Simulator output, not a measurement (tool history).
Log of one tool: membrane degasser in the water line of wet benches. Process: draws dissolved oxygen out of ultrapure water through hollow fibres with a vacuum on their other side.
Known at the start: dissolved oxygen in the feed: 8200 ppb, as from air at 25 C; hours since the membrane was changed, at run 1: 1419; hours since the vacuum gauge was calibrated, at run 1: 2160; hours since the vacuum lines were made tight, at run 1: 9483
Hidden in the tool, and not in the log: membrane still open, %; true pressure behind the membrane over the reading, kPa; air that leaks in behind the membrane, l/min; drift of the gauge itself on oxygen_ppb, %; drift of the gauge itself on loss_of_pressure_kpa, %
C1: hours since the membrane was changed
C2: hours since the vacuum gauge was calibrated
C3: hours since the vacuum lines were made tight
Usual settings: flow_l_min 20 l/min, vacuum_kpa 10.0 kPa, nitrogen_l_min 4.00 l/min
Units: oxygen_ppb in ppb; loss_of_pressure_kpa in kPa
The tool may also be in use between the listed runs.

Run 1, day 0.000: usual settings; C1 1419; C2 2160; C3 9483. Result: oxygen_ppb 127.8 ppb, loss_of_pressure_kpa 54.24 kPa.
Run 2, day 1.475: usual settings; C1 1454; C2 2195; C3 9518. Result: oxygen_ppb 126.2 ppb, loss_of_pressure_kpa 54.47 kPa.
Run 3, day 3.146: usual settings but vacuum_kpa 12.4 kPa; C1 1494; C2 2235; C3 9558. Result: oxygen_ppb 154.1 ppb, loss_of_pressure_kpa 54.30 kPa.
Run 4, day 4.404: usual settings; C1 1524; C2 2265; C3 9589. Result: oxygen_ppb 124.8 ppb, loss_of_pressure_kpa 54.23 kPa.
Run 5, day 5.654: usual settings; C1 1555; C2 2295; C3 9619. Result: oxygen_ppb 126.8 ppb, loss_of_pressure_kpa 54.72 kPa.
Run 6, day 7.825: usual settings; C1 1607; C2 2347; C3 9671. Result: oxygen_ppb 125.1 ppb, loss_of_pressure_kpa 54.44 kPa.
Run 7, day 9.267: usual settings but nitrogen_l_min 11.62 l/min; C1 1641; C2 2382; C3 9705. Result: oxygen_ppb 72.1 ppb, loss_of_pressure_kpa 54.29 kPa.
Run 8, day 10.467: usual settings but flow_l_min 25 l/min, nitrogen_l_min 11.62 l/min; C1 1670; C2 2411; C3 9734. Result: oxygen_ppb 121.4 ppb, loss_of_pressure_kpa 67.68 kPa.
Run 9, day 12.321: usual settings but flow_l_min 25 l/min, nitrogen_l_min 2.66 l/min; C1 1714; C2 2455; C3 9779. Result: oxygen_ppb 238.8 ppb, loss_of_pressure_kpa 67.79 kPa.
At day 12.550: vacuum gauge calibrated.
Run 10, day 13.992: usual settings but vacuum_kpa 21.6 kPa; C1 1754; C2 35; C3 9818. Result: oxygen_ppb 263.0 ppb, loss_of_pressure_kpa 54.67 kPa.
Run 11, day 15.825: usual settings; C1 1798; C2 79; C3 9862. Result: oxygen_ppb 126.8 ppb, loss_of_pressure_kpa 54.60 kPa.
Run 12, day 17.533: usual settings; C1 1839; C2 120; C3 9903. Result: oxygen_ppb 125.5 ppb, loss_of_pressure_kpa 54.29 kPa.
Run 13, day 19.129: usual settings; C1 1877; C2 158; C3 9942. Result: oxygen_ppb 127.8 ppb, loss_of_pressure_kpa 54.51 kPa.
Run 14, day 20.671: usual settings but flow_l_min 29 l/min; C1 1914; C2 195; C3 9979. Result: oxygen_ppb 241.9 ppb, loss_of_pressure_kpa 78.75 kPa.
Run 15, day 22.362: usual settings but flow_l_min 13 l/min, vacuum_kpa 16.1 kPa; C1 1955; C2 235; C3 10019. Result: oxygen_ppb 115.0 ppb, loss_of_pressure_kpa 35.30 kPa.
Run 16, day 24.504: usual settings but flow_l_min 13 l/min, nitrogen_l_min 4.32 l/min; C1 2006; C2 287; C3 10071. Result: oxygen_ppb 61.4 ppb, loss_of_pressure_kpa 35.11 kPa.
At day 26.025: vacuum gauge calibrated, once more.
Run 17, day 26.675: usual settings but flow_l_min 13 l/min, nitrogen_l_min 4.32 l/min; C1 2058; C2 16; C3 10122. Result: oxygen_ppb 60.7 ppb, loss_of_pressure_kpa 35.48 kPa.
Run 18, day 27.642: usual settings but vacuum_kpa 16.5 kPa; C1 2081; C2 39; C3 10145. Result: oxygen_ppb 204.6 ppb, loss_of_pressure_kpa 54.40 kPa.
Run 19, day 29.929: usual settings but flow_l_min 24 l/min, vacuum_kpa 16.5 kPa, nitrogen_l_min 3.16 l/min; C1 2136; C2 94; C3 10200. Result: oxygen_ppb 307.2 ppb, loss_of_pressure_kpa 65.33 kPa.
Run 20, day 31.300: usual settings but vacuum_kpa 13.4 kPa, nitrogen_l_min 3.99 l/min; C1 2169; C2 127; C3 10233. Result: oxygen_ppb 169.2 ppb, loss_of_pressure_kpa 54.59 kPa.
Run 21, day 32.738: usual settings but flow_l_min 23 l/min, nitrogen_l_min 3.16 l/min; C1 2204; C2 161; C3 10268. Result: oxygen_ppb 181.1 ppb, loss_of_pressure_kpa 62.19 kPa.
Run 22, day 34.446: usual settings but flow_l_min 23 l/min, vacuum_kpa 23.8 kPa, nitrogen_l_min 5.96 l/min; C1 2245; C2 202; C3 10309. Result: oxygen_ppb 258.0 ppb, loss_of_pressure_kpa 62.77 kPa.

Forecast each of these 4 alternatives for the next run:
Run A, day 36.500: usual settings but flow_l_min 17 l/min, vacuum_kpa 23.8 kPa, nitrogen_l_min 4.04 l/min; C1 2294; C2 251; C3 10358. Result: oxygen_ppb ?, loss_of_pressure_kpa ?.
Run B, day 36.500: usual settings but flow_l_min 18 l/min, vacuum_kpa 7.0 kPa, nitrogen_l_min 3.53 l/min; C1 2294; C2 251; C3 10358. Result: oxygen_ppb ?, loss_of_pressure_kpa ?.
Run C, day 36.500: usual settings but flow_l_min 23 l/min, vacuum_kpa 6.4 kPa, nitrogen_l_min 5.96 l/min; C1 2294; C2 251; C3 10358. Result: oxygen_ppb ?, loss_of_pressure_kpa ?.
Run D, day 36.500: usual settings but flow_l_min 12 l/min, nitrogen_l_min 4.84 l/min; C1 2294; C2 251; C3 10358. Result: oxygen_ppb ?, loss_of_pressure_kpa ?.

run  oxygen_ppb  loss_of_pressure_kpa
  A       237.5                 46.16
  B        79.3                 48.91
  C        97.8                 62.98
  D        49.3                 32.39
Without the tool's hidden state the same runs would have given:
run  oxygen_ppb  loss_of_pressure_kpa
  A       231.0                 45.62
  B        76.2                 48.34
  C        93.5                 62.24
  D        47.3                 32.01
